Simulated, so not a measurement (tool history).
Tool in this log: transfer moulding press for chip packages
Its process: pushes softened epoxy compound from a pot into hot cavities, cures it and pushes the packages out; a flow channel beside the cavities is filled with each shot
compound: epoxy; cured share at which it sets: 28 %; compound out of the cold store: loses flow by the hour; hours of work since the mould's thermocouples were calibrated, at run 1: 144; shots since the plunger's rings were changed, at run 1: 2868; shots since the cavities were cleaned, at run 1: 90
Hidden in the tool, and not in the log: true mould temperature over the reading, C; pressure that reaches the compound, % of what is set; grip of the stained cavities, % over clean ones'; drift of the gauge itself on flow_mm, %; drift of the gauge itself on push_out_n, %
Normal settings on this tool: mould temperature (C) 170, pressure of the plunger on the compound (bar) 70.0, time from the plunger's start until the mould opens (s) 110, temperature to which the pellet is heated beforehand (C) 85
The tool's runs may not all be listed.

| run | hour | mould temperature (C) | pressure of the plunger on the compound (bar) | time from the plunger's start until the mould opens (s) | temperature to which the pellet is heated beforehand (C) | hours of work since the mould's thermocouples were calibrated | shots since the plunger's rings were changed | shots since the cavities were cleaned | incoming compound's hours out of the cold store | length that the compound runs in the flow channel (mm) | greatest force on the pins that push the packages out (N) |
|---|---|---|---|---|---|---|---|---|---|---|---|
| 1 | 0.0 | 170 | 70.0 | 110 | 85 | 144 | 2868 | 90 | 22.5 | 692 | 481 |
|  | 51.7 | cavities cleaned with cleaning compound and waxed |
| 2 | 52.5 | 170 | 70.0 | 110 | 85 | 179 | 3402 | 9 | 32.1 | 662 | 474 |
| 3 | 82.1 | 170 | 70.0 | 110 | 85 | 198 | 3711 | 318 | 21.3 | 701 | 560 |
|  | 113.6 | cavities cleaned with cleaning compound and waxed |
| 4 | 134.9 | 170 | 70.0 | 110 | 85 | 233 | 4247 | 223 | 19.9 | 699 | 590 |
|  | 176.4 | cavities cleaned with cleaning compound and waxed |
| 5 | 176.4 | 170 | 70.0 | 110 | 85 | 260 | 4665 | 0 | 32.6 | 639 | 454 |
| 6 | 203.1 | 174 | 70.0 | 110 | 85 | 278 | 4945 | 280 | 13.2 | 683 | 434 |
| 7 | 227.3 | 170 | 70.0 | 110 | 75 | 294 | 5197 | 532 | 12.5 | 703 | 657 |
|  | 238.1 | cavities cleaned with cleaning compound and waxed |
| 8 | 276.1 | 170 | 70.0 | 110 | 75 | 326 | 5692 | 398 | 19.9 | 680 | 615 |
|  | 303.0 | cavities cleaned with cleaning compound and waxed |
| 9 | 307.8 | 170 | 70.0 | 110 | 83 | 346 | 6007 | 50 | 17.2 | 680 | 533 |
| 10 | 337.2 | 170 | 63.8 | 110 | 85 | 366 | 6314 | 357 | 37.9 | 581 | 588 |
|  | 363.9 | cavities cleaned with cleaning compound and waxed |
| 11 | 368.1 | 162 | 70.0 | 114 | 85 | 385 | 6622 | 44 | 12.3 | 711 | 931 |
|  | 394.2 | plunger's sealing rings changed |
| 12 | 414.3 | 170 | 84.7 | 110 | 85 | 415 | 211 | 501 | 31.6 | 774 | 624 |
|  | 427.9 | cavities cleaned with cleaning compound and waxed |
| 13 | 456.9 | 170 | 84.7 | 110 | 85 | 442 | 640 | 303 | 45.2 | 712 | 565 |
| 14 | 485.0 | 163 | 59.1 | 126 | 88 | 461 | 934 | 597 | 41.7 | 632 | 810 |
|  | 490.9 | cavities cleaned with cleaning compound and waxed |
| 15 | 523.1 | 175 | 59.0 | 110 | 85 | 486 | 1316 | 336 | 31.0 | 612 | 433 |
|  | 529.5 | mould's thermocouples calibrated |
|  | 553.2 | cavities cleaned with cleaning compound and waxed |
| 16 | 571.8 | 175 | 83.3 | 92 | 90 | 27 | 1789 | 195 | 43.7 | 683 | 491 |
|  | 615.7 | cavities cleaned with cleaning compound and waxed |
| 17 | 626.5 | 175 | 83.3 | 92 | 90 | 63 | 2345 | 113 | 23.3 | 749 | 507 |

Selected run-to-run steps in length that the compound runs in the flow channel (mm), each split into two signed amounts: the part the tool would show with no hidden state at all (from settings, incoming material and random variation), and the remainder, which goes to the hidden state together with any gauge scatter not common to the measured and the hidden-state-free results:
Run 10 -> 11: mould temperature (C) 170 -> 162, pressure of the plunger on the compound (bar) 63.8 -> 70.0, time from the plunger's start until the mould opens (s) 110 -> 114, cavities cleaned with cleaning compound and waxed. length that the compound runs in the flow channel (mm) +130: hidden state -21, all else +151.
Run 11 -> 12: mould temperature (C) 162 -> 170, pressure of the plunger on the compound (bar) 70.0 -> 84.7, time from the plunger's start until the mould opens (s) 114 -> 110, plunger's sealing rings changed. length that the compound runs in the flow channel (mm) +63: hidden state +99, all else -36.

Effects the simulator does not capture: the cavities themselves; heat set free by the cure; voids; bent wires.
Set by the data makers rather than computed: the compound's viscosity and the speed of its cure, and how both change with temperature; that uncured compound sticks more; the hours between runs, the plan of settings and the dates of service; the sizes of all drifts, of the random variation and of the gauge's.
